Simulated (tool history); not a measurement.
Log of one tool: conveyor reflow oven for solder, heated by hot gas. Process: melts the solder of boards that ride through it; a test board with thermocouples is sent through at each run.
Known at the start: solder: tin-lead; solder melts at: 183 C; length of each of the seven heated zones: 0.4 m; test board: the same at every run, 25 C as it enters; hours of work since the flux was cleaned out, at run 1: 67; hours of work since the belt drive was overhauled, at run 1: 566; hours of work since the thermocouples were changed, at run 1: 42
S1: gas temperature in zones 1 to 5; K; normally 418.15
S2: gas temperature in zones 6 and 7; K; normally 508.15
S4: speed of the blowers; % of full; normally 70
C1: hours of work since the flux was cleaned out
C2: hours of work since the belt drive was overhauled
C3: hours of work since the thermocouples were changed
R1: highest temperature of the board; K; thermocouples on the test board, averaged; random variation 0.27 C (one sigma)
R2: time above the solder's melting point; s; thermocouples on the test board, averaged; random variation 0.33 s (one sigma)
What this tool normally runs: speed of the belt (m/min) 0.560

{"run": 1, "hour": 0.0, "S1": 418.15, "S2": 508.15, "speed of the belt (m/min)": 0.56, "S4": 70, "C1": 67, "C2": 566, "C3": 42, "R1": 494.65, "R2": 71.9}
{"run": 2, "hour": 28.1, "S1": 418.15, "S2": 508.15, "speed of the belt (m/min)": 0.56, "S4": 70, "C1": 80, "C2": 579, "C3": 55, "R1": 494.25, "R2": 71.3}
{"run": 3, "hour": 53.2, "S1": 418.15, "S2": 508.15, "speed of the belt (m/min)": 0.56, "S4": 70, "C1": 92, "C2": 591, "C3": 67, "R1": 494.45, "R2": 71.2}
{"run": 4, "hour": 81.5, "S1": 418.15, "S2": 508.15, "speed of the belt (m/min)": 0.56, "S4": 70, "C1": 105, "C2": 604, "C3": 80, "R1": 494.25, "R2": 71.8}
{"run": 5, "hour": 126.0, "S1": 418.15, "S2": 508.15, "speed of the belt (m/min)": 0.457, "S4": 70, "C1": 126, "C2": 625, "C3": 101, "R1": 498.85, "R2": 92.4}
{"run": 6, "hour": 169.7, "S1": 418.15, "S2": 508.15, "speed of the belt (m/min)": 0.56, "S4": 62, "C1": 147, "C2": 646, "C3": 122, "R1": 491.95, "R2": 69.3}
{"run": 7, "hour": 203.6, "S1": 418.15, "S2": 508.15, "speed of the belt (m/min)": 0.56, "S4": 59, "C1": 163, "C2": 662, "C3": 138, "R1": 490.75, "R2": 68.4}
{"hour": 218.3, "done": "flux residue cleaned out of gas plates and filters"}
{"run": 8, "hour": 262.2, "S1": 418.15, "S2": 508.15, "speed of the belt (m/min)": 0.56, "S4": 59, "C1": 21, "C2": 687, "C3": 163, "R1": 490.05, "R2": 67.4}
{"run": 9, "hour": 286.2, "S1": 418.15, "S2": 508.15, "speed of the belt (m/min)": 0.56, "S4": 59, "C1": 32, "C2": 698, "C3": 174, "R1": 490.55, "R2": 67.3}
{"run": 10, "hour": 337.8, "S1": 418.15, "S2": 508.15, "speed of the belt (m/min)": 0.484, "S4": 59, "C1": 56, "C2": 722, "C3": 198, "R1": 494.65, "R2": 83.0}
{"run": 11, "hour": 390.5, "S1": 418.15, "S2": 508.15, "speed of the belt (m/min)": 0.484, "S4": 59, "C1": 81, "C2": 747, "C3": 223, "R1": 494.05, "R2": 83.3}
{"run": 12, "hour": 433.4, "S1": 418.15, "S2": 508.15, "speed of the belt (m/min)": 0.56, "S4": 52, "C1": 101, "C2": 767, "C3": 243, "R1": 487.05, "R2": 64.2}
{"run": 13, "hour": 472.0, "S1": 418.15, "S2": 508.15, "speed of the belt (m/min)": 0.56, "S4": 52, "C1": 119, "C2": 786, "C3": 262, "R1": 487.55, "R2": 63.9}
{"run": 14, "hour": 524.1, "S1": 418.15, "S2": 508.15, "speed of the belt (m/min)": 0.56, "S4": 52, "C1": 144, "C2": 810, "C3": 286, "R1": 486.75, "R2": 63.6}
{"hour": 558.0, "done": "flux residue cleaned out of gas plates and filters, once more"}
{"run": 15, "hour": 574.7, "S1": 418.15, "S2": 508.15, "speed of the belt (m/min)": 0.56, "S4": 70, "C1": 8, "C2": 832, "C3": 308, "R1": 494.75, "R2": 72.1}
{"run": 16, "hour": 599.6, "S1": 432.15, "S2": 521.15, "speed of the belt (m/min)": 0.501, "S4": 70, "C1": 20, "C2": 843, "C3": 319, "R1": 511.35, "R2": 98.1}
{"run": 17, "hour": 641.3, "S1": 418.15, "S2": 508.15, "speed of the belt (m/min)": 0.659, "S4": 70, "C1": 39, "C2": 863, "C3": 339, "R1": 489.35, "R2": 57.3}
{"run": 18, "hour": 671.4, "S1": 418.15, "S2": 508.15, "speed of the belt (m/min)": 0.659, "S4": 70, "C1": 53, "C2": 877, "C3": 353, "R1": 489.55, "R2": 57.1}
{"run": 19, "hour": 705.9, "S1": 418.15, "S2": 508.15, "speed of the belt (m/min)": 0.659, "S4": 70, "C1": 70, "C2": 893, "C3": 369, "R1": 489.35, "R2": 57.2}
{"run": 20, "hour": 745.9, "S1": 418.15, "S2": 522.15, "speed of the belt (m/min)": 0.501, "S4": 76, "C1": 88, "C2": 912, "C3": 388, "R1": 510.65, "R2": 92.6}
{"hour": 779.1, "done": "belt drive overhauled, speed set with a stopwatch"}
{"run": 21, "hour": 804.4, "S1": 418.15, "S2": 522.15, "speed of the belt (m/min)": 0.501, "S4": 76, "C1": 114, "C2": 12, "C3": 414, "R1": 510.55, "R2": 89.2}
{"run": 22, "hour": 836.7, "S1": 409.15, "S2": 522.15, "speed of the belt (m/min)": 0.501, "S4": 76, "C1": 129, "C2": 27, "C3": 429, "R1": 509.75, "R2": 85.3}
{"run": 23, "hour": 886.8, "S1": 409.15, "S2": 522.15, "speed of the belt (m/min)": 0.501, "S4": 76, "C1": 153, "C2": 51, "C3": 453, "R1": 509.35, "R2": 85.8}
{"hour": 920.7, "done": "flux residue cleaned out of gas plates and filters"}
{"run": 24, "hour": 940.8, "S1": 426.15, "S2": 510.15, "speed of the belt (m/min)": 0.548, "S4": 81, "C1": 9, "C2": 74, "C3": 476, "R1": 499.75, "R2": 80.1}
{"run": 25, "hour": 973.0, "S1": 418.15, "S2": 508.15, "speed of the belt (m/min)": 0.614, "S4": 51, "C1": 25, "C2": 89, "C3": 491, "R1": 484.15, "R2": 54.2}
{"run": 26, "hour": 1027.9, "S1": 405.15, "S2": 521.15, "speed of the belt (m/min)": 0.616, "S4": 58, "C1": 50, "C2": 115, "C3": 517, "R1": 494.65, "R2": 59.0}

Estimate the outcome of run 27 from the log above:
{"run": 27, "hour": 1065.1, "S1": 417.15, "S2": 521.15, "speed of the belt (m/min)": 0.63, "S4": 79, "C1": 68, "C2": 132, "C3": 534, "R1": "?", "R2": "?"}

Run 27 gave R1 503.45 K, R2 67.7 s.
Minus the tool's unlogged condition, the same run would have read R1 504.55 K, R2 68.0 s.
